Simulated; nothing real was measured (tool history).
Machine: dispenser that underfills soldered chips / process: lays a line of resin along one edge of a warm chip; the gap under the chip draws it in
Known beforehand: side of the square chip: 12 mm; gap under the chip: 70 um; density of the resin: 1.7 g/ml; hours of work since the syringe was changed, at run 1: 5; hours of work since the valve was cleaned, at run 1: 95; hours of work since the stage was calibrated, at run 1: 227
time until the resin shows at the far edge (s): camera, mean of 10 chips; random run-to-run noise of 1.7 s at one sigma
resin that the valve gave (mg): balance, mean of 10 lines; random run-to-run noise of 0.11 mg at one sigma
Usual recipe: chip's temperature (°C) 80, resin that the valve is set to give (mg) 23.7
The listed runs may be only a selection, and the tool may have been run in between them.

| run | hour | chip's temperature (°C) | resin that the valve is set to give (mg) | hours of work since the syringe was changed | hours of work since the valve was cleaned | hours of work since the stage was calibrated | time until the resin shows at the far edge (s) | resin that the valve gave (mg) |
|---|---|---|---|---|---|---|---|---|
| 1 | 0.0 | 80 | 23.7 | 5 | 95 | 227 | 221.7 | 22.32 |
|  | 7.6 | new syringe of resin |
| 2 | 9.0 | 72 | 23.7 | 1 | 102 | 234 | 239.1 | 22.28 |
| 3 | 17.6 | 80 | 30.1 | 8 | 109 | 241 | 243.0 | 28.22 |
|  | 19.7 | dispensing valve cleaned and set on the balance |
|  | 22.4 | new syringe of resin |
| 4 | 30.2 | 80 | 30.1 | 6 | 8 | 249 | 224.4 | 30.09 |
|  | 36.6 | new syringe of resin |
| 5 | 39.9 | 80 | 30.1 | 3 | 15 | 257 | 192.1 | 29.94 |
|  | 50.6 | new syringe of resin |
| 6 | 51.0 | 65 | 29.6 | 0 | 24 | 265 | 282.5 | 29.28 |
| 7 | 56.1 | 76 | 22.9 | 4 | 28 | 269 | 246.9 | 22.62 |
|  | 64.7 | new syringe of resin |
| 8 | 67.6 | 93 | 29.6 | 2 | 37 | 278 | 126.8 | 28.84 |
|  | 78.5 | new syringe of resin |
| 9 | 79.0 | 67 | 23.5 | 0 | 45 | 287 | 269.6 | 23.00 |
| 10 | 84.9 | 67 | 23.5 | 5 | 50 | 291 | 334.9 | 22.81 |

Take each entry between the runs: how does the hidden state at the last listed run before it differ from the hidden state at the first listed run after it?
After run 1, before run 2: new syringe of resin (hour 7.6)
  resin's viscosity, % of fresh resin's: 126 -> 105.6; dose that the valve gives, % of what is set: 94.37 -> 93.99; true chip temperature over the reading, C: -0.74 -> -0.76
  measured less the result without the state, time until the resin shows at the far edge (s): +52.4 -> +21.7; resin that the valve gave (mg): -1.33 -> -1.43
After run 3, before run 4: dispensing valve cleaned and set on the balance (hour 19.7); new syringe of resin (hour 22.4)
  resin's viscosity, % of fresh resin's: 143.6 -> 132.1; dose that the valve gives, % of what is set: 93.62 -> 99.7; true chip temperature over the reading, C: -0.78 -> -0.8
  measured less the result without the state, time until the resin shows at the far edge (s): +78.7 -> +58.7; resin that the valve gave (mg): -1.92 -> -0.09
After run 4, before run 5: new syringe of resin (hour 36.6)
  resin's viscosity, % of fresh resin's: 132.1 -> 112.5; dose that the valve gives, % of what is set: 99.7 -> 99.32; true chip temperature over the reading, C: -0.8 -> -0.83
  measured less the result without the state, time until the resin shows at the far edge (s): +58.7 -> +25.8; resin that the valve gave (mg): -0.09 -> -0.21
After run 5, before run 6: new syringe of resin (hour 50.6)
  resin's viscosity, % of fresh resin's: 112.5 -> 103.3; dose that the valve gives, % of what is set: 99.32 -> 98.8; true chip temperature over the reading, C: -0.83 -> -0.85
  measured less the result without the state, time until the resin shows at the far edge (s): +25.8 -> +17.0; resin that the valve gave (mg): -0.21 -> -0.35
After run 7, before run 8: new syringe of resin (hour 64.7)
  resin's viscosity, % of fresh resin's: 124.1 -> 110.8; dose that the valve gives, % of what is set: 98.57 -> 98.07; true chip temperature over the reading, C: -0.86 -> -0.89
  measured less the result without the state, time until the resin shows at the far edge (s): +54.1 -> +15.4; resin that the valve gave (mg): -0.33 -> -0.57
After run 8, before run 9: new syringe of resin (hour 78.5)
  resin's viscosity, % of fresh resin's: 110.8 -> 100.9; dose that the valve gives, % of what is set: 98.07 -> 97.58; true chip temperature over the reading, C: -0.89 -> -0.91
  measured less the result without the state, time until the resin shows at the far edge (s): +15.4 -> +12.2; resin that the valve gave (mg): -0.57 -> -0.57
